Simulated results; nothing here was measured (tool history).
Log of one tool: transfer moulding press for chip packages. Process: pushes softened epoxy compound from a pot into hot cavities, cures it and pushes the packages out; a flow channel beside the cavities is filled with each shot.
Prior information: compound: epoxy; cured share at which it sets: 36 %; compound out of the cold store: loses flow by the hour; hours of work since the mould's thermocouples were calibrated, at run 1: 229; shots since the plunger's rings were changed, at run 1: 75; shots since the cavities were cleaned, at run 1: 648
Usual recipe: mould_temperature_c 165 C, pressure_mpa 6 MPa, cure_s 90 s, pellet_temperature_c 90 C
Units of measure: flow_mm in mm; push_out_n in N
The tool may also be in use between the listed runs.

run   hour  mould_temperature_c  pressure_mpa  cure_s  pellet_temperature_c  hours of work since the mould's thermocouples were calibrated  shots since the plunger's rings were changed  shots since the cavities were cleaned  incoming compound's hours out of the cold store  flow_mm  push_out_n
  1      0                  165             6      90                    90                                                            229                                            75                                    648                                             39.3      734         319
  2   15.8                  165             6      90                    94                                                            237                                           251                                    824                                             12.5      804         327
  3   31.4                  165          6.41      90                    90                                                            245                                           426                                    999                                             33.8      783         332
  4   47.5                  165             6     128                    90                                                            254                                           606                                   1179                                             25.3      758         295
      50.2  -- cavities cleaned with cleaning compound and waxed
  5   62.5                  165             6     128                    90                                                            261                                           756                                    137                                             16.2      783         226
  6   76.5                  170             6      90                    90                                                            269                                           913                                    294                                             39.4      719         259
  7   89.1                  165             6      90                    91                                                            275                                          1054                                    435                                             24.8      758         326
  8  102.8                  165             6      90                    91                                                            282                                          1207                                    588                                             13.2      781         320
     105.8  -- mould's thermocouples calibrated
  9    112                  165             6      90                    91                                                              3                                          1287                                    668                                             32.1      746         316
 10  119.1                  165          4.65      90                    90                                                              7                                          1367                                    748                                             21.8      657         330
 11    134                  165             6      90                    90                                                             15                                          1534                                    915                                             32.6      724         322
 12  143.3                  165             6      90                    90                                                             20                                          1638                                   1019                                             19.8      769         355
 13  152.9                  165          5.76      90                    90                                                             25                                          1745                                   1126                                             22.7      743         326
     160.9  -- cavities cleaned with cleaning compound and waxed
 14  164.6                  165          5.76      90                    90                                                             30                                          1858                                     41                                             13.5      747         223
 15  174.2                  163          4.82     129                    95                                                             35                                          1966                                    149                                             20.1      684         228
     180.6  -- mould's thermocouples calibrated, once more
 16  191.5                  163          4.82      76                    93                                                              6                                          2137                                    320                                             18.9      684         446
 17  200.4                  163          4.82      96                    97                                                             11                                          2237                                    420                                             45.2      631         309
 18    212                  172          4.82      96                    84                                                             17                                          2366                                    549                                             32.6      634         277
 19  225.7                  172          4.82      96                    84                                                             24                                          2520                                    703                                             20.5      659         277
 20  235.1                  158          4.79      96                    84                                                             29                                          2624                                    807                                               26      676         447
 21  245.6                  158          4.79      96                    84                                                             34                                          2741                                    924                                             26.5      664         435
 22  256.4                  165          7.15      90                    90                                                             40                                          2862                                   1045                                             47.3      756         338
 23  267.2                  160          7.15      90                    90                                                             46                                          2983                                   1166                                               38      783         432
     271.2  -- cavities cleaned with cleaning compound and waxed
 24  283.5                  160          7.15      90                    90                                                             54                                          3149                                    138                                             22.5      808         332
 25  291.4                  160          5.43      83                    90                                                             58                                          3237                                    226                                             45.3      653         391
 26  304.7                  165          4.69      90                    90                                                             65                                          3385                                    374                                             10.3      661         303
 27  315.1                  165          4.69      90                    90                                                             70                                          3501                                    490                                               47      588         301
 28  326.4                  167          7.42      85                    83                                                             76                                          3628                                    617                                             15.3      814         335

What if the next run were any one of these 3? Each begins from the tool's condition after run 28:
  A  339.6                  165          4.51      90                    90                                                             83                                          3775                                    764                                             13.4        ?           ?
  B  339.6                  162          7.42      98                    80                                                             83                                          3775                                    764                                               41        ?           ?
  C  339.6                  167          7.42      85                    86                                                             83                                          3775                                    764                                              8.6        ?           ?

run  flow_mm  push_out_n
  A      635         325
  B      775         332
  C      840         334
With no hidden state in the tool, these same runs would have given:
run  flow_mm  push_out_n
  A      692         202
  B      843         205
  C      914         209
